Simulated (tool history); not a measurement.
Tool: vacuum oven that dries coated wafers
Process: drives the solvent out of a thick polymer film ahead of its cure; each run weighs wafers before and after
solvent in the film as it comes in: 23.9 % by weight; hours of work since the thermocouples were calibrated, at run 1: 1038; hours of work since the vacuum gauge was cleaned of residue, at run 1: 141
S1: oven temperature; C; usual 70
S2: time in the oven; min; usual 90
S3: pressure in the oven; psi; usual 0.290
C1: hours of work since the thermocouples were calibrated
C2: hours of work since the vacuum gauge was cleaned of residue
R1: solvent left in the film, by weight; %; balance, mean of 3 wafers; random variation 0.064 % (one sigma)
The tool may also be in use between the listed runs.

run,hour,S1,S2,S3,C1,C2,R1
1,0.0,70,90,0.290,1038,141,3.25
2,48.1,70,90,0.290,1069,172,3.36
3,77.1,70,90,0.290,1088,191,3.21
4,127.2,70,90,0.290,1120,223,3.10
5,160.9,70,90,0.290,1142,245,3.11
6,194.4,70,90,0.290,1164,267,3.21
7,244.9,70,90,0.290,1197,300,3.11
# hour 250.6: vacuum gauge cleaned of residue and calibrated
8,290.8,70,91,0.219,1226,26,2.88
9,334.3,71,48,0.205,1254,55,6.22
10,357.9,71,48,0.205,1270,70,6.26
11,389.8,70,74,0.229,1290,91,3.95
12,424.1,60,104,0.706,1313,113,8.49
13,463.3,60,104,0.706,1338,138,8.42
14,492.7,60,104,0.706,1357,158,8.31

Forecast each of these 4 alternatives for the next run:
A,530.5,56,135,0.245,1382,182,?
B,530.5,62,84,0.953,1382,182,?
C,530.5,60,72,0.706,1382,182,?
D,530.5,81,133,0.643,1382,182,?

run,R1
A,7.00
B,9.10
C,10.57
D,1.27
Without the tool's hidden state the same runs would have given:
run,R1
A,8.27
B,10.41
C,11.83
D,1.37
